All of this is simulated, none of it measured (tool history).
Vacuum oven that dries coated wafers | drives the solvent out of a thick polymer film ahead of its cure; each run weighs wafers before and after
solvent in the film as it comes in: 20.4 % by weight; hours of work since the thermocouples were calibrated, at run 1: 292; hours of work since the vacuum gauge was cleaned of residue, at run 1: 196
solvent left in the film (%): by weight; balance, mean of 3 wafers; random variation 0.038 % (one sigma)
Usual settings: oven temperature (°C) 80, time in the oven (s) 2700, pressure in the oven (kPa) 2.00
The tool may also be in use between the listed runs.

run   hour  oven temperature (°C)  time in the oven (s)  pressure in the oven (kPa)  hours of work since the thermocouples were calibrated  hours of work since the vacuum gauge was cleaned of residue  solvent left in the film (%)
  1    0.0                     80                  2700                        2.00                                                    292                                                          196                          2.13
  2   10.7                     80                  2700                        2.00                                                    299                                                          203                          2.24
  3   19.2                     80                  2700                        2.00                                                    304                                                          209                          2.16
  4   25.5                     80                  2700                        2.99                                                    308                                                          213                          2.54
  5   32.9                     80                  2700                        2.00                                                    313                                                          218                          2.18
  6   39.5                     93                  2700                        2.00                                                    317                                                          222                          0.64
  7   47.3                     80                  4140                        2.00                                                    322                                                          227                          1.17
  8   57.4                     70                  4140                        2.00                                                    329                                                          233                          3.22
  9   66.6                     80                  2700                        2.00                                                    335                                                          239                          2.27
 10   78.7                     80                  2700                        3.72                                                    343                                                          247                          2.87
 11   90.2                     80                  4740                        2.00                                                    350                                                          255                          1.04
 12  101.7                     80                  4740                        2.00                                                    358                                                          262                          0.98
 13  112.8                     80                  4740                        2.00                                                    365                                                          269                          0.95
 14  125.1                     80                  4740                        2.00                                                    373                                                          278                          0.96
 15  135.5                     80                  2700                        2.00                                                    380                                                          284                          2.22
 16  145.9                     80                  2700                        6.31                                                    387                                                          291                          3.63
 17  156.2                     88                  1860                        2.48                                                    393                                                          298                          1.89
 18  166.2                     74                  1500                        1.35                                                    400                                                          304                          6.95
 19  175.3                     74                  1500                        4.89                                                    406                                                          310                          8.02
 20  182.1                     74                  1500                        4.89                                                    410                                                          315                          8.22
 21  190.6                     74                  1500                        4.89                                                    416                                                          320                          8.07
 22  197.7                     74                  1500                        4.89                                                    420                                                          325                          8.16
 23  207.0                     74                  1500                        4.89                                                    426                                                          331                          8.10
 24  216.8                     80                  2700                        5.55                                                    433                                                          337                          3.47
 25  228.0                     68                  1920                        4.91                                                    440                                                          344                          9.10
 26  237.2                     68                  1920                        4.91                                                    446                                                          350                          9.28
 27  249.9                     89                  2940                        5.13                                                    454                                                          359                          1.57
 28  258.4                     89                  2940                        5.13                                                    460                                                          364                          1.54
 29  269.2                     84                  2040                        2.00                                                    467                                                          371                          2.31
 30  275.1                     80                  2700                        7.48                                                    471                                                          375                          4.05

3 ways to go on from here, each from the tool as it stands after run 30. What would each give?
  A  281.3                     79                  4380                        2.00                                                    475                                                          379                             ?
  B  281.3                     75                  2700                        2.00                                                    475                                                          379                             ?
  C  281.3                     80                  1620                        7.48                                                    475                                                          379                             ?

run  solvent left in the film (%)
  A                          1.15
  B                          3.50
  C                          6.11
Without the tool's hidden state the same runs would have given:
run  solvent left in the film (%)
  A                          1.15
  B                          3.50
  C                          6.11
